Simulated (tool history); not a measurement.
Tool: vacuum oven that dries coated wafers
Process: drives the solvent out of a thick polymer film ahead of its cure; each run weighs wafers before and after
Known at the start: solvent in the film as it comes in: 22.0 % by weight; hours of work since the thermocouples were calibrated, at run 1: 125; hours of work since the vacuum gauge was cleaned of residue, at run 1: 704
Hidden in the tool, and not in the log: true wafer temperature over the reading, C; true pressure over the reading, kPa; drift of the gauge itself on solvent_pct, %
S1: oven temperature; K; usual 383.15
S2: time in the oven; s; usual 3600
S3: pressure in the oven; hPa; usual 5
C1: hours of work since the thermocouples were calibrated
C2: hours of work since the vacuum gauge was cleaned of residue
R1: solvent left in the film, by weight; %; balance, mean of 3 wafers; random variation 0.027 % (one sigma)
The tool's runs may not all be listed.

run	hour	S1	S2	S3	C1	C2	R1
1	0	383.15	3600	5	125	704	0.9
2	34	383.15	3600	5	150	729	0.86
3	54.4	383.15	3600	5	165	744	0.88
4	85.5	383.15	3600	5	188	767	0.88
5	128.1	383.15	3600	5	219	798	0.88
6	146.2	391.15	3600	5	232	811	0.34
7	179.1	391.15	3600	5	256	835	0.32
8	202.7	383.15	3360	5	274	853	1.07
9	224.4	383.15	3360	5	289	868	1.09
10	254.9	383.15	3360	5	312	891	1.07
11	292.2	383.15	3360	5	339	918	1.09
12	319.8	384.15	3360	9.96	359	938	1.04
13	339.5	383.15	3420	5	374	953	1.07
14	377.2	393.15	3420	17.41	401	980	0.5
15	412.1	383.15	4620	5	427	1006	0.48
16	436	383.15	2220	5	444	1023	2.74
17	478.6	369.15	2220	5.03	476	1055	6.17
18	518.8	369.15	6180	13.98	505	1084	1.47
19	537.1	392.15	2040	5	518	1097	1.57

3 ways to go on from here, each from the tool as it stands after run 19. What would each give?
A	577.8	392.15	2040	4.54	548	1127	?
B	577.8	392.15	1800	5	548	1127	?
C	577.8	382.15	5220	17.67	548	1127	?

run	R1
A	1.59
B	2.07
C	0.67
Without the tool's hidden state the same runs would have given:
run	R1
A	1.45
B	1.92
C	0.54

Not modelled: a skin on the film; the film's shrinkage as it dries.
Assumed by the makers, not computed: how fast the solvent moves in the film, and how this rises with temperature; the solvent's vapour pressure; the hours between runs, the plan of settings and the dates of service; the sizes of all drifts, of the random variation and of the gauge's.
